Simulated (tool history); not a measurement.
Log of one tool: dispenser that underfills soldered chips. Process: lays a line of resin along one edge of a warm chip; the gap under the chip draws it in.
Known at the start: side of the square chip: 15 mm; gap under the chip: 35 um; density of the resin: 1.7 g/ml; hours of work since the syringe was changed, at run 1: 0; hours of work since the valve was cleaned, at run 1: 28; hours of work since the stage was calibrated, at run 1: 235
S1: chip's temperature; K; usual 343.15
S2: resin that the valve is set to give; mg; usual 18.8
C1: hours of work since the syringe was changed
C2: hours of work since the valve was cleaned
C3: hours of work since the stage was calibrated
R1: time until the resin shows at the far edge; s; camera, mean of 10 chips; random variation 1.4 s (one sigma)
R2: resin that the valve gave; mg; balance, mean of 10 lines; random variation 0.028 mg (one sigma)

| run | hour | S1 | S2 | C1 | C2 | C3 | R1 | R2 |
|---|---|---|---|---|---|---|---|---|
| 1 | 0.0 | 343.15 | 18.8 | 0 | 28 | 235 | 146.3 | 18.56 |
| 2 | 4.4 | 343.15 | 18.8 | 3 | 31 | 239 | 182.9 | 18.49 |
|  | 10.9 | new syringe of resin |
| 3 | 13.0 | 343.15 | 18.0 | 2 | 38 | 245 | 164.4 | 17.68 |
|  | 17.1 | dispensing valve cleaned and set on the balance |
| 4 | 20.5 | 343.15 | 18.8 | 7 | 3 | 250 | 220.5 | 18.71 |
|  | 22.4 | new syringe of resin |
| 5 | 27.6 | 343.15 | 18.8 | 4 | 8 | 255 | 192.5 | 18.69 |
|  | 32.8 | new syringe of resin |
| 6 | 38.2 | 343.15 | 18.8 | 4 | 15 | 263 | 192.0 | 18.58 |
|  | 43.2 | new syringe of resin |
| 7 | 46.9 | 343.15 | 18.8 | 3 | 22 | 269 | 176.9 | 18.54 |
| 8 | 51.4 | 343.15 | 18.8 | 6 | 25 | 272 | 221.3 | 18.53 |
|  | 53.7 | new syringe of resin |
| 9 | 57.8 | 343.15 | 18.1 | 3 | 30 | 277 | 176.8 | 17.81 |
|  | 64.0 | new syringe of resin |
| 10 | 67.2 | 343.15 | 18.1 | 2 | 37 | 284 | 175.0 | 17.74 |
|  | 73.1 | dispensing valve cleaned and set on the balance |
| 11 | 73.1 | 343.15 | 18.1 | 6 | 0 | 288 | 221.5 | 18.14 |
|  | 76.1 | new syringe of resin |
| 12 | 83.1 | 343.15 | 18.1 | 5 | 7 | 295 | 209.7 | 18.11 |
|  | 86.8 | new syringe of resin |
| 13 | 90.5 | 343.15 | 18.1 | 3 | 13 | 300 | 175.8 | 18.01 |
| 14 | 95.0 | 343.15 | 18.1 | 6 | 16 | 304 | 224.7 | 17.99 |
|  | 97.1 | new syringe of resin |
| 15 | 103.3 | 343.15 | 18.1 | 5 | 22 | 310 | 203.9 | 17.97 |
|  | 108.4 | new syringe of resin |
| 16 | 111.8 | 343.15 | 18.1 | 3 | 28 | 316 | 172.7 | 17.87 |
|  | 119.0 | new syringe of resin |
| 17 | 122.2 | 343.15 | 19.8 | 2 | 36 | 324 | 174.4 | 19.52 |
|  | 128.9 | dispensing valve cleaned and set on the balance |
|  | 130.7 | new syringe of resin |
| 18 | 133.2 | 354.15 | 18.8 | 2 | 3 | 331 | 102.5 | 18.85 |
| 19 | 139.2 | 353.15 | 22.5 | 6 | 8 | 335 | 140.6 | 22.52 |
|  | 141.1 | new syringe of resin |
| 20 | 145.0 | 338.15 | 16.2 | 3 | 12 | 340 | 228.3 | 16.17 |
|  | 151.4 | new syringe of resin |
| 21 | 155.2 | 329.15 | 16.2 | 3 | 19 | 347 | 359.5 | 16.11 |
|  | 162.2 | new syringe of resin |
| 22 | 164.1 | 329.15 | 23.7 | 1 | 26 | 354 | 306.8 | 23.51 |
| 23 | 169.6 | 349.15 | 19.8 | 6 | 30 | 358 | 164.1 | 19.56 |
|  | 172.6 | new syringe of resin |
| 24 | 180.7 | 356.15 | 20.0 | 6 | 38 | 366 | 124.3 | 19.74 |
|  | 183.1 | new syringe of resin |
|  | 184.9 | dispensing valve cleaned and set on the balance |
| 25 | 187.1 | 353.15 | 23.9 | 2 | 2 | 370 | 107.9 | 23.92 |
|  | 194.4 | new syringe of resin |
| 26 | 196.3 | 353.15 | 23.9 | 1 | 8 | 376 | 101.6 | 23.92 |
| 27 | 201.3 | 328.15 | 19.3 | 5 | 12 | 380 | 426.0 | 19.31 |
|  | 205.1 | new syringe of resin |
| 28 | 212.4 | 328.15 | 19.3 | 5 | 20 | 388 | 435.8 | 19.17 |
|  | 215.7 | new syringe of resin |
| 29 | 219.0 | 328.15 | 19.3 | 3 | 25 | 393 | 365.9 | 19.15 |
|  | 226.5 | new syringe of resin |
| 30 | 228.6 | 331.15 | 19.3 | 2 | 32 | 400 | 292.1 | 19.07 |
| 31 | 235.0 | 351.15 | 24.3 | 6 | 37 | 405 | 156.0 | 23.96 |
|  | 236.8 | new syringe of resin |
|  | 240.5 | dispensing valve cleaned and set on the balance |
| 32 | 242.8 | 357.15 | 18.8 | 4 | 2 | 410 | 105.6 | 18.77 |
|  | 248.2 | new syringe of resin |
| 33 | 252.1 | 355.15 | 16.2 | 3 | 9 | 417 | 112.0 | 16.13 |
| 34 | 258.0 | 355.15 | 21.3 | 7 | 13 | 421 | 143.6 | 21.20 |
|  | 259.0 | new syringe of resin |
| 35 | 268.2 | 337.15 | 17.5 | 7 | 20 | 429 | 320.4 | 17.37 |

Hidden state at the last listed run before each entry between runs and at the first one after, where it differs:
Between runs 2 and 3: new syringe of resin (hour 10.9)
  resin's viscosity, % of fresh resin's: 124 -> 110.7; dose that the valve gives, % of what is set: 98.51 -> 98.28; true chip temperature over the reading, C: -1.12 -> -1.15
  measured less the result without the state, R1: +43.2 -> +24.0 s; R2: -0.28 -> -0.31 mg
Between runs 3 and 4: dispensing valve cleaned and set on the balance (hour 17.1)
  resin's viscosity, % of fresh resin's: 110.7 -> 152.6; dose that the valve gives, % of what is set: 98.28 -> 99.53; true chip temperature over the reading, C: -1.15 -> -1.17
  measured less the result without the state, R1: +24.0 -> +83.6 s; R2: -0.31 -> -0.09 mg
Between runs 4 and 5: new syringe of resin (hour 22.4)
  resin's viscosity, % of fresh resin's: 152.6 -> 132.5; dose that the valve gives, % of what is set: 99.53 -> 99.32; true chip temperature over the reading, C: -1.17 -> -1.2
  measured less the result without the state, R1: +83.6 -> +55.1 s; R2: -0.09 -> -0.13 mg
Between runs 5 and 6: new syringe of resin (hour 32.8)
  resin's viscosity, % of fresh resin's: 132.5 -> 130.9; dose that the valve gives, % of what is set: 99.32 -> 99; true chip temperature over the reading, C: -1.2 -> -1.23
  measured less the result without the state, R1: +55.1 -> +53.5 s; R2: -0.13 -> -0.19 mg
Between runs 6 and 7: new syringe of resin (hour 43.2)
  resin's viscosity, % of fresh resin's: 130.9 -> 120.5; dose that the valve gives, % of what is set: 99 -> 98.72; true chip temperature over the reading, C: -1.23 -> -1.26
  measured less the result without the state, R1: +53.5 -> +38.5 s; R2: -0.19 -> -0.24 mg
Between runs 8 and 9: new syringe of resin (hour 53.7)
  resin's viscosity, % of fresh resin's: 150.7 -> 121.8; dose that the valve gives, % of what is set: 98.6 -> 98.4; true chip temperature over the reading, C: -1.28 -> -1.3
  measured less the result without the state, R1: +83.2 -> +40.5 s; R2: -0.27 -> -0.29 mg
Between runs 9 and 10: new syringe of resin (hour 64.0)
  resin's viscosity, % of fresh resin's: 121.8 -> 117.3; dose that the valve gives, % of what is set: 98.4 -> 98.13; true chip temperature over the reading, C: -1.3 -> -1.33
  measured less the result without the state, R1: +40.5 -> +35.1 s; R2: -0.29 -> -0.34 mg
Between runs 10 and 11: dispensing valve cleaned and set on the balance (hour 73.1)
  resin's viscosity, % of fresh resin's: 117.3 -> 149.3; dose that the valve gives, % of what is set: 98.13 -> 100.12; true chip temperature over the reading, C: -1.33 -> -1.34
  measured less the result without the state, R1: +35.1 -> +81.9 s; R2: -0.34 -> +0.02 mg
Between runs 11 and 12: new syringe of resin (hour 76.1)
  resin's viscosity, % of fresh resin's: 149.3 -> 140.5; dose that the valve gives, % of what is set: 100.12 -> 99.82; true chip temperature over the reading, C: -1.34 -> -1.37
  measured less the result without the state, R1: +81.9 -> +69.6 s; R2: +0.02 -> -0.03 mg
Between runs 12 and 13: new syringe of resin (hour 86.8)
  resin's viscosity, % of fresh resin's: 140.5 -> 120.3; dose that the valve gives, % of what is set: 99.82 -> 99.57; true chip temperature over the reading, C: -1.37 -> -1.4
  measured less the result without the state, R1: +69.6 -> +38.9 s; R2: -0.03 -> -0.07 mg
Between runs 14 and 15: new syringe of resin (hour 97.1)
  resin's viscosity, % of fresh resin's: 149.9 -> 136.9; dose that the valve gives, % of what is set: 99.42 -> 99.18; true chip temperature over the reading, C: -1.42 -> -1.44
  measured less the result without the state, R1: +84.4 -> +64.8 s; R2: -0.10 -> -0.15 mg
Between runs 15 and 16: new syringe of resin (hour 108.4)
  resin's viscosity, % of fresh resin's: 136.9 -> 116; dose that the valve gives, % of what is set: 99.18 -> 98.93; true chip temperature over the reading, C: -1.44 -> -1.47
  measured less the result without the state, R1: +64.8 -> +33.8 s; R2: -0.15 -> -0.19 mg
Between runs 16 and 17: new syringe of resin (hour 119.0)
  resin's viscosity, % of fresh resin's: 116 -> 118.9; dose that the valve gives, % of what is set: 98.93 -> 98.61; true chip temperature over the reading, C: -1.47 -> -1.51
  measured less the result without the state, R1: +33.8 -> +37.7 s; R2: -0.19 -> -0.28 mg
Between runs 17 and 18: dispensing valve cleaned and set on the balance (hour 128.9); new syringe of resin (hour 130.7)
  resin's viscosity, % of fresh resin's: 118.9 -> 112.6; dose that the valve gives, % of what is set: 98.61 -> 100.16; true chip temperature over the reading, C: -1.51 -> -1.54
  measured less the result without the state, R1: +37.7 -> +17.3 s; R2: -0.28 -> +0.03 mg
Between runs 19 and 20: new syringe of resin (hour 141.1)
  resin's viscosity, % of fresh resin's: 152.1 -> 118.6; dose that the valve gives, % of what is set: 99.95 -> 99.79; true chip temperature over the reading, C: -1.56 -> -1.58
  measured less the result without the state, R1: +54.1 -> +49.7 s; R2: -0.01 -> -0.04 mg
Between runs 20 and 21: new syringe of resin (hour 151.4)
  resin's viscosity, % of fresh resin's: 118.6 -> 119.7; dose that the valve gives, % of what is set: 99.79 -> 99.49; true chip temperature over the reading, C: -1.58 -> -1.61
  measured less the result without the state, R1: +49.7 -> +82.7 s; R2: -0.04 -> -0.08 mg
Between runs 21 and 22: new syringe of resin (hour 162.2)
  resin's viscosity, % of fresh resin's: 119.7 -> 110.6; dose that the valve gives, % of what is set: 99.49 -> 99.22; true chip temperature over the reading, C: -1.61 -> -1.64
  measured less the result without the state, R1: +82.7 -> +51.1 s; R2: -0.08 -> -0.18 mg
Between runs 23 and 24: new syringe of resin (hour 172.6)
  resin's viscosity, % of fresh resin's: 145.1 -> 148.5; dose that the valve gives, % of what is set: 99.04 -> 98.69; true chip temperature over the reading, C: -1.66 -> -1.7
  measured less the result without the state, R1: +59.0 -> +46.5 s; R2: -0.19 -> -0.26 mg
Between runs 24 and 25: new syringe of resin (hour 183.1); dispensing valve cleaned and set on the balance (hour 184.9)
  resin's viscosity, % of fresh resin's: 148.5 -> 116; dose that the valve gives, % of what is set: 98.69 -> 100.17; true chip temperature over the reading, C: -1.7 -> -1.71
  measured less the result without the state, R1: +46.5 -> +21.5 s; R2: -0.26 -> +0.05 mg
Between runs 25 and 26: new syringe of resin (hour 194.4)
  resin's viscosity, % of fresh resin's: 116 -> 108.2; dose that the valve gives, % of what is set: 100.17 -> 99.9; true chip temperature over the reading, C: -1.71 -> -1.74
  measured less the result without the state, R1: +21.5 -> +14.4 s; R2: +0.05 -> -0.02 mg
Between runs 27 and 28: new syringe of resin (hour 205.1)
  resin's viscosity, % of fresh resin's: 139 -> 143.9; dose that the valve gives, % of what is set: 99.73 -> 99.36; true chip temperature over the reading, C: -1.76 -> -1.8
  measured less the result without the state, R1: +145.2 -> +159.2 s; R2: -0.05 -> -0.12 mg
Between runs 28 and 29: new syringe of resin (hour 215.7)
  resin's viscosity, % of fresh resin's: 143.9 -> 119.6; dose that the valve gives, % of what is set: 99.36 -> 99.17; true chip temperature over the reading, C: -1.8 -> -1.82
  measured less the result without the state, R1: +159.2 -> +86.8 s; R2: -0.12 -> -0.16 mg
Between runs 29 and 30: new syringe of resin (hour 226.5)
  resin's viscosity, % of fresh resin's: 119.6 -> 110.3; dose that the valve gives, % of what is set: 99.17 -> 98.87; true chip temperature over the reading, C: -1.82 -> -1.85
  measured less the result without the state, R1: +86.8 -> +50.6 s; R2: -0.16 -> -0.22 mg
Between runs 31 and 32: new syringe of resin (hour 236.8); dispensing valve cleaned and set on the balance (hour 240.5)
  resin's viscosity, % of fresh resin's: 151.9 -> 128.8; dose that the valve gives, % of what is set: 98.67 -> 99.82; true chip temperature over the reading, C: -1.87 -> -1.9
  measured less the result without the state, R1: +61.2 -> +29.8 s; R2: -0.32 -> -0.03 mg
Between runs 32 and 33: new syringe of resin (hour 248.2)
  resin's viscosity, % of fresh resin's: 128.8 -> 121.6; dose that the valve gives, % of what is set: 99.82 -> 99.55; true chip temperature over the reading, C: -1.9 -> -1.93
  measured less the result without the state, R1: +29.8 -> +27.3 s; R2: -0.03 -> -0.08 mg
Between runs 34 and 35: new syringe of resin (hour 259.0)
  resin's viscosity, % of fresh resin's: 162.8 -> 157.8; dose that the valve gives, % of what is set: 99.36 -> 99.05; true chip temperature over the reading, C: -1.95 -> -1.98
  measured less the result without the state, R1: +62.4 -> +135.9 s; R2: -0.14 -> -0.16 mg

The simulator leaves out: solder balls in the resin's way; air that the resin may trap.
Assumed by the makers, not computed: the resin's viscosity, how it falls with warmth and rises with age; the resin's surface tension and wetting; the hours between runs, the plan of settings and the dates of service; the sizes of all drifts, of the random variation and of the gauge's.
